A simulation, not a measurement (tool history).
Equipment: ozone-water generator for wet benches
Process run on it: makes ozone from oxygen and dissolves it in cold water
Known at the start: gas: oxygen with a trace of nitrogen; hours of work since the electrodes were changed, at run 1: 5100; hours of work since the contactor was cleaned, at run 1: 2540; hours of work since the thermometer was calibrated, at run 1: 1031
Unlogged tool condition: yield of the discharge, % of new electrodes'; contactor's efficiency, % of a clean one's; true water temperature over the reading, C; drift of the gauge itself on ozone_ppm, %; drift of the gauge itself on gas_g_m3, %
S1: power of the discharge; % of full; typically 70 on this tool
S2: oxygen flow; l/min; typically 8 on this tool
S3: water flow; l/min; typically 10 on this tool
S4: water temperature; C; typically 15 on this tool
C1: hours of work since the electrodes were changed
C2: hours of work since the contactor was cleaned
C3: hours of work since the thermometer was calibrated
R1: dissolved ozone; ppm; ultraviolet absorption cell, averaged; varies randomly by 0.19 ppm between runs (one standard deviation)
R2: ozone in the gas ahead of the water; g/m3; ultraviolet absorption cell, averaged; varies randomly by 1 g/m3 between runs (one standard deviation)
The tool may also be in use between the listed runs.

run 1 hour=0 | S1=70 S2=8 S3=10 S4=15 | C1=5100 C2=2540 C3=1031 | R1=24 R2=170.1
run 2 hour=118.9 | S1=70 S2=8 S3=10 S4=15 | C1=5179 C2=2619 C3=1111 | R1=23.9 R2=171.4
run 3 hour=284.2 | S1=70 S2=8 S3=10 S4=15 | C1=5290 C2=2730 C3=1221 | R1=23.5 R2=171.3
run 4 hour=397.9 | S1=70 S2=8 S3=10 S4=15 | C1=5365 C2=2805 C3=1297 | R1=23.7 R2=170
run 5 hour=573.8 | S1=70 S2=8 S3=11 S4=15 | C1=5483 C2=2923 C3=1414 | R1=22.3 R2=167.7
run 6 hour=788.9 | S1=70 S2=8 S3=11 S4=15 | C1=5626 C2=3066 C3=1557 | R1=22.3 R2=169.4
run 7 hour=882.2 | S1=70 S2=8 S3=11 S4=15 | C1=5688 C2=3128 C3=1619 | R1=22.2 R2=169.5
run 8 hour=1072 | S1=70 S2=8 S3=11 S4=15 | C1=5815 C2=3255 C3=1746 | R1=22.4 R2=170.1
run 9 hour=1281.9 | S1=52 S2=8 S3=10 S4=15 | C1=5955 C2=3395 C3=1886 | R1=18.1 R2=132
run 10 hour=1439.5 | S1=52 S2=8 S3=10 S4=15 | C1=6060 C2=3500 C3=1991 | R1=18.3 R2=131.7
run 11 hour=1615.1 | S1=70 S2=8 S3=10 S4=15 | C1=6177 C2=3617 C3=2108 | R1=23.1 R2=167.8
run 12 hour=1810.1 | S1=70 S2=8 S3=10 S4=15 | C1=6307 C2=3747 C3=2238 | R1=23 R2=167.8
run 13 hour=1969.1 | S1=70 S2=8 S3=10 S4=15 | C1=6413 C2=3853 C3=2344 | R1=23.1 R2=167.6
run 14 hour=2062.9 | S1=70 S2=8 S3=10 S4=15 | C1=6475 C2=3915 C3=2406 | R1=23.2 R2=168.4
run 15 hour=2193.6 | S1=70 S2=8 S3=10 S4=15 | C1=6562 C2=4002 C3=2494 | R1=22.9 R2=165.6
run 16 hour=2354.5 | S1=70 S2=13.45 S3=10 S4=16 | C1=6670 C2=4110 C3=2601 | R1=18 R2=116.6
run 17 hour=2462.1 | S1=66 S2=7.77 S3=9 S4=15 | C1=6741 C2=4181 C3=2673 | R1=23.3 R2=163
run 18 hour=2653.4 | S1=66 S2=7.77 S3=14 S4=21 | C1=6869 C2=4309 C3=2800 | R1=16.1 R2=160.6
run 19 hour=2749.3 | S1=66 S2=7.77 S3=13 S4=16 | C1=6933 C2=4373 C3=2864 | R1=18.6 R2=160.5
run 20 hour=2856 | S1=66 S2=5.54 S3=11 S4=12 | C1=7004 C2=4444 C3=2935 | R1=24.2 R2=200.5
run 21 hour=3025.8 | S1=41 S2=12.48 S3=10 S4=15 | C1=7117 C2=4557 C3=3048 | R1=12.4 R2=79.5
run 22 hour=3134.1 | S1=91 S2=4.25 S3=16 S4=14 | C1=7189 C2=4629 C3=3120 | R1=24 R2=313.2
run 23 hour=3261.8 | S1=97 S2=10.1 S3=8 S4=23 | C1=7274 C2=4715 C3=3206 | R1=24.1 R2=184.9
run 24 hour=3371.1 | S1=70 S2=8 S3=10 S4=9 | C1=7347 C2=4787 C3=3278 | R1=25.7 R2=164.4
run 25 hour=3534.4 | S1=84 S2=5 S3=8 S4=20 | C1=7456 C2=4896 C3=3387 | R1=30.8 R2=259.8
run 26 hour=3721.4 | S1=84 S2=8.3 S3=8 S4=10 | C1=7581 C2=5021 C3=3512 | R1=31.8 R2=186.7
run 27 hour=3937.6 | S1=84 S2=8.3 S3=6 S4=17 | C1=7725 C2=5165 C3=3656 | R1=30.4 R2=188.2

For each run, the measured value with the value that run would have given without the tool's hidden condition subtracted. The run-to-run variation is shared by both, the gauge scatter possibly not:
run=1 R1=-2.3 R2=-10.2
run=2 R1=-2.4 R2=-10.5
run=3 R1=-2.5 R2=-10.7
run=4 R1=-2.5 R2=-10.8
run=5 R1=-2.4 R2=-11
run=6 R1=-2.5 R2=-11.4
run=7 R1=-2.5 R2=-11.6
run=8 R1=-2.6 R2=-11.9
run=9 R1=-1.8 R2=-7
run=10 R1=-1.9 R2=-7.2
run=11 R1=-2.9 R2=-12.7
run=12 R1=-3 R2=-13
run=13 R1=-3.2 R2=-13.3
run=14 R1=-3.2 R2=-13.4
run=15 R1=-3.2 R2=-13.5
run=16 R1=-2.7 R2=-9.7
run=17 R1=-3.3 R2=-13
run=18 R1=-2.3 R2=-13.1
run=19 R1=-2.8 R2=-13.2
run=20 R1=-3.6 R2=-16.6
run=21 R1=-1.4 R2=-3.7
run=22 R1=-4.5 R2=-35.1
run=23 R1=-4.6 R2=-22
run=24 R1=-4.3 R2=-15.3
run=25 R1=-5.6 R2=-28.6
run=26 R1=-5.9 R2=-21
run=27 R1=-5.7 R2=-21.5

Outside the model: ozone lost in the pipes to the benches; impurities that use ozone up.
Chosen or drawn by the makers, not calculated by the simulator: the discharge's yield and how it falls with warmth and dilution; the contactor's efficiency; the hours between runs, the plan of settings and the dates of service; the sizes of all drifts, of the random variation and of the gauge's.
